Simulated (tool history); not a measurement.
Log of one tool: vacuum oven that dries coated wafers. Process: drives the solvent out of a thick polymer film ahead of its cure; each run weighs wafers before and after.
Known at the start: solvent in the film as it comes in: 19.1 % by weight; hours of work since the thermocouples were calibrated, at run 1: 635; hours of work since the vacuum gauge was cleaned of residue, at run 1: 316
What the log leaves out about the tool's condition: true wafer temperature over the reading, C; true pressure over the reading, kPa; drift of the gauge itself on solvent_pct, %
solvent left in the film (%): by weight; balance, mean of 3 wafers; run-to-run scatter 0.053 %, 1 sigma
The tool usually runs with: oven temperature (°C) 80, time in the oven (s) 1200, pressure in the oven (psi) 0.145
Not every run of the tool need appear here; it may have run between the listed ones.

run,day,oven temperature (°C),time in the oven (s),pressure in the oven (psi),hours of work since the thermocouples were calibrated,hours of work since the vacuum gauge was cleaned of residue,solvent left in the film (%)
1,0,80,1200,0.145,635,316,1.74
2,0.746,80,1200,0.145,649,329,1.8
3,1.921,80,1200,0.145,670,351,1.88
4,2.846,80,1200,0.145,687,368,1.91
5,3.904,80,1200,0.145,707,388,1.92
6,4.829,71,1200,0.145,724,405,4.97
7,5.529,71,1200,0.145,737,417,4.84
# day 6.404: oven's thermocouples calibrated
8,6.742,71,1200,0.145,6,438,4.82
9,7.846,80,1200,0.145,27,459,1.8
10,8.329,80,780,0.145,35,467,3.31
11,8.975,80,1200,0.286,47,479,2.74
12,9.75,87,1200,0.145,61,494,0.85
13,10.375,80,1200,0.145,73,505,1.91
14,11.492,74,960,0.325,94,526,5.94
15,12.017,74,960,0.325,103,535,5.73
16,12.988,65,960,0.157,121,553,8.83
17,13.638,84,1020,0.145,133,565,1.46
18,14.179,91,1800,0.084,143,575,0.46
19,15.325,91,1800,0.084,164,596,0.35

Run 20 is up next; what results do you expect?
20,16.225,91,1800,0.084,181,613,?

solvent left in the film (%): 0.4
With the hidden condition absent and the run-to-run variation left alone, this run would have shown solvent left in the film (%) 0.4.
